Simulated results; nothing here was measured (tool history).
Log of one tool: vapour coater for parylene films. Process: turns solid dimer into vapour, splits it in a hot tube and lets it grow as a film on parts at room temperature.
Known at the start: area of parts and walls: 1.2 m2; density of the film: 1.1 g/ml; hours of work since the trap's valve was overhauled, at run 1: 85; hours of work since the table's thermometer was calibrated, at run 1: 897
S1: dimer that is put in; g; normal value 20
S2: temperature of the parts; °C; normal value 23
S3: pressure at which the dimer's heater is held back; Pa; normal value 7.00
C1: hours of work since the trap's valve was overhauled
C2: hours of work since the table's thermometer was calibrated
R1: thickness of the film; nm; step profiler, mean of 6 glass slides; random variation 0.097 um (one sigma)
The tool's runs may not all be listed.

{"run": 1, "hour": 0.0, "S1": 20, "S2": 23, "S3": 7.0, "C1": 85, "C2": 897, "R1": 11790}
{"run": 2, "hour": 28.8, "S1": 20, "S2": 23, "S3": 2.08, "C1": 109, "C2": 921, "R1": 12450}
{"run": 3, "hour": 72.3, "S1": 17, "S2": 23, "S3": 2.08, "C1": 145, "C2": 957, "R1": 10680}
{"run": 4, "hour": 106.1, "S1": 20, "S2": 23, "S3": 7.0, "C1": 173, "C2": 985, "R1": 11410}
{"run": 5, "hour": 127.6, "S1": 14, "S2": 23, "S3": 7.0, "C1": 191, "C2": 1003, "R1": 8120}
{"run": 6, "hour": 163.6, "S1": 14, "S2": 23, "S3": 7.0, "C1": 220, "C2": 1033, "R1": 8010}
{"run": 7, "hour": 200.4, "S1": 20, "S2": 19, "S3": 7.0, "C1": 251, "C2": 1063, "R1": 12420}
{"run": 8, "hour": 221.6, "S1": 13, "S2": 19, "S3": 2.76, "C1": 269, "C2": 1081, "R1": 8690}
{"run": 9, "hour": 266.6, "S1": 13, "S2": 19, "S3": 2.76, "C1": 306, "C2": 1118, "R1": 8450}
{"run": 10, "hour": 297.3, "S1": 18, "S2": 20, "S3": 3.81, "C1": 331, "C2": 1144, "R1": 11210}
{"run": 11, "hour": 340.3, "S1": 29, "S2": 23, "S3": 8.57, "C1": 367, "C2": 1179, "R1": 15600}

Below are 4 alternative next runs, each starting from the tool's condition after run 11. Predict each:
{"run": "A", "hour": 383.3, "S1": 10, "S2": 17, "S3": 8.57, "C1": 403, "C2": 1215, "R1": "?"}
{"run": "B", "hour": 383.3, "S1": 11, "S2": 23, "S3": 7.0, "C1": 403, "C2": 1215, "R1": "?"}
{"run": "C", "hour": 383.3, "S1": 30, "S2": 20, "S3": 7.0, "C1": 403, "C2": 1215, "R1": "?"}
{"run": "D", "hour": 383.3, "S1": 29, "S2": 16, "S3": 8.3, "C1": 403, "C2": 1215, "R1": "?"}

run=A R1=6270
run=B R1=6050
run=C R1=17940
run=D R1=18410
Without the tool's unlogged condition, the same runs would have read:
run=A R1=6750
run=B R1=6510
run=C R1=19320
run=D R1=19830

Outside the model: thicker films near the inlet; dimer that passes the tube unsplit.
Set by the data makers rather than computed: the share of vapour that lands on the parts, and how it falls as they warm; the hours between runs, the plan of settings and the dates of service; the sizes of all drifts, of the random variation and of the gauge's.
